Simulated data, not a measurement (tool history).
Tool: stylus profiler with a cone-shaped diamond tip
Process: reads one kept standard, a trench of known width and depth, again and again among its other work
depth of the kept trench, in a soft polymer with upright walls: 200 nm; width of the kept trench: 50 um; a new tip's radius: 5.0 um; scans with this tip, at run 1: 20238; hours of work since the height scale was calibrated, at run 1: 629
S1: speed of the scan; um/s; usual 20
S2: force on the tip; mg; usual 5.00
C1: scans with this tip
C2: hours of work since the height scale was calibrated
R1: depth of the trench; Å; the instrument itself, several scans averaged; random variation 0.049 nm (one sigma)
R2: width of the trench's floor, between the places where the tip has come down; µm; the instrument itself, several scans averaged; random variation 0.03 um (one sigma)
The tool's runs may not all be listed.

run    hour  S1     S2     C1    C2      R1     R2
  1     0.0  20   5.00  20238   629  2050.1  47.13
  2    87.8  20   5.00  20666   667  2049.5  47.16
  3   171.1  17   5.00  21073   703  2049.7  47.15
  4   269.7  17   5.00  21555   746  2049.4  47.08
  5   332.9  17   5.00  21863   773  2048.9  47.14
  6   406.7  17   5.00  22223   804  2049.6  47.13
  7   508.3  20   5.00  22719   848  2049.5  47.09
  8   614.0  20   5.00  23235   894  2049.0  47.09
  9   684.9  20   5.00  23582   924  2049.9  47.13
 10   798.0  20   5.00  24134   973  2049.4  47.14
 11   862.4  40   5.00  24448  1000  2049.1  47.03
 12   985.7  40   5.00  25050  1054  2049.4  47.02
 13  1067.3  20   5.00  25449  1089  2049.7  47.14
     1086.9  -- height scale calibrated on a step standard
 14  1182.3  20   5.00  26007    41  2049.8  47.10
 15  1233.4  20   5.00  26257    63  2049.5  47.08
 16  1336.2  12   5.00  26759   107  2049.5  47.15
 17  1442.5  12   5.00  27278   153  2049.1  47.11
 18  1542.2  12   5.00  27765   196  2049.5  47.12
 19  1623.5  20   5.00  28162   231  2049.7  47.15
 20  1685.9  10   5.00  28467   258  2049.0  47.16
 21  1777.2  10   5.00  28912   297  2049.9  47.16
 22  1897.8  10   5.00  29501   349  2050.6  47.17
 23  1961.7  10   5.00  29813   376  2048.7  47.16
 24  2063.6  10   5.00  30311   420  2050.1  47.13
 25  2166.4  10   5.00  30812   464  2049.1  47.13
 26  2274.7  25   1.89  31341   511  2026.2  47.05
 27  2391.8  26   5.00  31913   561  2049.2  47.11
 28  2494.8  13   5.38  32416   606  2051.8  47.19
 29  2580.7  51   3.35  32835   643  2037.9  47.00
 30  2639.1  72   9.54  33120   668  2076.3  46.99
 31  2729.0  72   9.54  33559   707  2076.1  47.04
 32  2787.8  44  14.88  33847   732  2102.3  47.10
 33  2885.5  44  14.88  34323   774  2101.8  47.11
 34  2980.9  26   4.04  34789   815  2043.3  47.14
 35  3084.9  26   4.04  35297   860  2043.5  47.09
 36  3157.7  20  14.68  35652   891  2101.8  47.14
 37  3228.6  20  14.68  35998   921  2101.0  47.12
 38  3346.5  20  14.68  36574   972  2102.2  47.13
 39  3400.5  20  14.68  36838   995  2102.6  47.16
 40  3479.1  50   7.59  37222  1029  2065.3  47.09
 41  3566.9  50   7.59  37650  1067  2064.9  47.09
     3636.2  -- height scale calibrated on a step standard
     3647.4  -- new tip fitted, height scale calibrated
 42  3654.6  50   7.59     35     3  2064.8  47.10
 43  3725.1   7   2.34    379    33  2029.8  47.17
 44  3777.0   7   2.34    633    56  2030.0  47.15
 45  3838.3  65   2.88    932    82  2035.4  46.94

4 ways to go on from here, each from the tool as it stands after run 45. What would each give?
  A  3903.4  40   6.60  1250  110   ?   ?
  B  3903.4  37  11.39  1250  110   ?   ?
  C  3903.4   6  13.41  1250  110   ?   ?
  D  3903.4  33   3.57  1250  110   ?   ?

run      R1     R2
  A  2059.4  47.08
  B  2086.8  47.16
  C  2096.8  47.16
  D  2039.2  47.06
Without the tool's hidden state the same runs would have given:
run      R1     R2
  A  2059.4  47.08
  B  2086.8  47.16
  C  2096.8  47.16
  D  2039.2  47.06
